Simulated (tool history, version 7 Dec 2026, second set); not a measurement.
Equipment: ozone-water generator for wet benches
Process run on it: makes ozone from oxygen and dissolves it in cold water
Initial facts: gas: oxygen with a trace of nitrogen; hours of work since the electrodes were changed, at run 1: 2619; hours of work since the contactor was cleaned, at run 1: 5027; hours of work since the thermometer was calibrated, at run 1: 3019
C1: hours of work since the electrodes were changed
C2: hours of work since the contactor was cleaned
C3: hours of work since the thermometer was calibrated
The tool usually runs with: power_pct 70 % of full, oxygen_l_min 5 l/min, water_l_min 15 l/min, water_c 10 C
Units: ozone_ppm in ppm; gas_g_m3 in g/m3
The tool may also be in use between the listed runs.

Run 1, day 0: usual settings; C1 2619; C2 5027; C3 3019. Result: ozone_ppm 23.8 ppm, gas_g_m3 166.1 g/m3.
Run 2, day 2.496: usual settings; C1 2665; C2 5073; C3 3065. Result: ozone_ppm 24.1 ppm, gas_g_m3 164.9 g/m3.
Run 3, day 5.558: usual settings; C1 2721; C2 5128; C3 3121. Result: ozone_ppm 24 ppm, gas_g_m3 163.9 g/m3.
Run 4, day 10.196: usual settings but power_pct 76 % of full; C1 2806; C2 5213; C3 3205. Result: ozone_ppm 25.1 ppm, gas_g_m3 176.2 g/m3.
Run 5, day 15.517: usual settings but power_pct 76 % of full; C1 2903; C2 5310; C3 3302. Result: ozone_ppm 25.2 ppm, gas_g_m3 173.6 g/m3.
Run 6, day 19.729: usual settings but power_pct 76 % of full; C1 2980; C2 5387; C3 3379. Result: ozone_ppm 25.4 ppm, gas_g_m3 173.7 g/m3.
Run 7, day 24.896: usual settings but power_pct 76 % of full, oxygen_l_min 4.89 l/min; C1 3074; C2 5482; C3 3474. Result: ozone_ppm 25 ppm, gas_g_m3 174.3 g/m3.
Run 8, day 27.292: usual settings but power_pct 76 % of full, oxygen_l_min 4.89 l/min; C1 3118; C2 5525; C3 3518. Result: ozone_ppm 25.2 ppm, gas_g_m3 175 g/m3.
Run 9, day 31.133: usual settings but power_pct 76 % of full, oxygen_l_min 4.89 l/min; C1 3188; C2 5596; C3 3588. Result: ozone_ppm 24.9 ppm, gas_g_m3 174.9 g/m3.
Run 10, day 33.342: usual settings but power_pct 76 % of full, oxygen_l_min 4.89 l/min; C1 3229; C2 5636; C3 3628. Result: ozone_ppm 25.3 ppm, gas_g_m3 173.3 g/m3.
Run 11, day 38.004: usual settings but water_l_min 24 l/min; C1 3314; C2 5721; C3 3713. Result: ozone_ppm 16 ppm, gas_g_m3 165.8 g/m3.
Run 12, day 40.233: usual settings but water_l_min 24 l/min; C1 3355; C2 5762; C3 3754. Result: ozone_ppm 16.1 ppm, gas_g_m3 164.2 g/m3.
Run 13, day 44.883: usual settings but water_l_min 24 l/min; C1 3440; C2 5847; C3 3839. Result: ozone_ppm 16.1 ppm, gas_g_m3 165.3 g/m3.
At day 50.45: contactor cleaned.
Run 14, day 50.512: usual settings but power_pct 57 % of full, oxygen_l_min 2.63 l/min, water_l_min 24 l/min; C1 3539; C2 1; C3 3939. Result: ozone_ppm 11.6 ppm, gas_g_m3 188.7 g/m3.
At day 52.983: water thermometer calibrated.
Run 15, day 55.833: usual settings but oxygen_l_min 6.92 l/min; C1 3636; C2 98; C3 52. Result: ozone_ppm 24.7 ppm, gas_g_m3 145.3 g/m3.
Run 16, day 58.579: usual settings but power_pct 69 % of full, oxygen_l_min 3.33 l/min, water_l_min 11 l/min, water_c 8 C; C1 3686; C2 148; C3 102. Result: ozone_ppm 28.9 ppm, gas_g_m3 190.9 g/m3.
Run 17, day 61.475: usual settings but power_pct 69 % of full, water_l_min 19 l/min; C1 3739; C2 201; C3 155. Result: ozone_ppm 19.8 ppm, gas_g_m3 163.4 g/m3.
Run 18, day 63.692: usual settings but power_pct 41 % of full, water_c 11 C; C1 3780; C2 242; C3 196. Result: ozone_ppm 16.9 ppm, gas_g_m3 118.3 g/m3.
Run 19, day 66.992: usual settings but power_pct 47 % of full, oxygen_l_min 3.12 l/min, water_l_min 12 l/min; C1 3840; C2 302; C3 256. Result: ozone_ppm 20.3 ppm, gas_g_m3 154.8 g/m3.
Run 20, day 69.317: usual settings but power_pct 43 % of full, oxygen_l_min 6.31 l/min, water_l_min 13 l/min, water_c 7 C; C1 3882; C2 344; C3 298. Result: ozone_ppm 21.1 ppm, gas_g_m3 111.1 g/m3.

Forecast run 21:
Run 21, day 72.775: usual settings but power_pct 43 % of full, oxygen_l_min 6.31 l/min, water_l_min 13 l/min, water_c 7 C; C1 3946; C2 408; C3 362. Result: ozone_ppm ?, gas_g_m3 ?.

{"run 21": {"ozone_ppm": 20.9, "gas_g_m3": 110.2}}
With the hidden condition absent and the run-to-run variation left alone, this run would have shown ozone_ppm 20.9 ppm, gas_g_m3 110.4 g/m3.

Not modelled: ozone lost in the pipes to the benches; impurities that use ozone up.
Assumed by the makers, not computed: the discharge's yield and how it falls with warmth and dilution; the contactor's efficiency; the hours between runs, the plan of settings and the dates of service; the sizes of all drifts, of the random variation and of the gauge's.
